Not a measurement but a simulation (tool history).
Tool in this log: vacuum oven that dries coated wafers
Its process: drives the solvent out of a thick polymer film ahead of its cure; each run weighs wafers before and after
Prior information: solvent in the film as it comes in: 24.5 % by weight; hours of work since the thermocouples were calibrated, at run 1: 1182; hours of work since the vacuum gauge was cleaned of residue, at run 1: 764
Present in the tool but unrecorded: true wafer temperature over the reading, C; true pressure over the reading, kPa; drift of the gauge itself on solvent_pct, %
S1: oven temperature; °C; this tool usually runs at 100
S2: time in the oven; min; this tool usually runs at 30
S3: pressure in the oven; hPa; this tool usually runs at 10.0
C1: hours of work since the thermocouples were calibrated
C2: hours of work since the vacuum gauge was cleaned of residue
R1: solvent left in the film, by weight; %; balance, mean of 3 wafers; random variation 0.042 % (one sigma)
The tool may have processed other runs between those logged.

run,hour,S1,S2,S3,C1,C2,R1
1,0.0,100,30,10.0,1182,764,2.43
2,46.0,100,30,10.0,1207,789,2.35
3,81.8,100,30,10.0,1226,808,2.39
4,139.4,100,30,10.0,1257,839,2.38
5,168.9,100,30,10.0,1273,855,2.37
6,203.7,100,30,10.0,1292,874,2.44
7,256.1,100,30,17.7,1321,902,2.83
8,302.1,100,30,17.7,1346,927,2.71
9,330.2,100,30,10.0,1361,942,2.40
10,379.4,100,30,10.0,1387,969,2.42
11,435.7,100,30,10.0,1418,1000,2.35
12,482.9,100,30,10.0,1443,1025,2.37
13,529.4,100,30,10.0,1469,1050,2.42
14,586.4,100,30,10.0,1499,1081,2.42
# hour 616.6: oven's thermocouples calibrated
15,632.8,100,18,10.0,9,1105,5.37
16,668.4,100,30,8.6,28,1124,2.33
17,701.5,100,30,8.6,46,1142,2.42
18,752.0,100,30,8.6,73,1170,2.34
19,791.7,100,30,10.0,95,1191,2.43
20,829.3,100,30,10.0,115,1212,2.46
21,875.5,100,30,10.0,140,1237,2.41
22,907.2,100,30,10.0,157,1254,2.32
23,963.1,100,30,10.0,188,1284,2.46
24,1018.0,90,15,9.7,217,1314,11.17
25,1069.7,92,19,26.6,245,1342,9.62
26,1106.7,109,40,26.6,265,1362,1.21
27,1134.1,109,40,26.6,280,1376,1.18
28,1184.3,100,30,5.9,307,1404,2.27
29,1226.4,107,30,10.0,330,1426,0.95
30,1278.8,100,45,6.9,358,1455,0.95
31,1322.1,100,32,5.9,382,1478,1.87
32,1349.7,100,32,12.6,397,1493,2.24
33,1379.0,100,30,20.8,413,1509,3.02
34,1426.9,111,29,20.2,439,1535,0.97
35,1459.8,111,29,20.2,456,1553,0.98
36,1514.9,111,29,20.2,486,1583,1.04

Expected results for the next run?
37,1569.0,111,29,20.2,515,1612,?

{"run 37": {"R1": 1.06}}
With the hidden condition absent and the run-to-run variation left alone, this run would have shown R1 1.05 %.
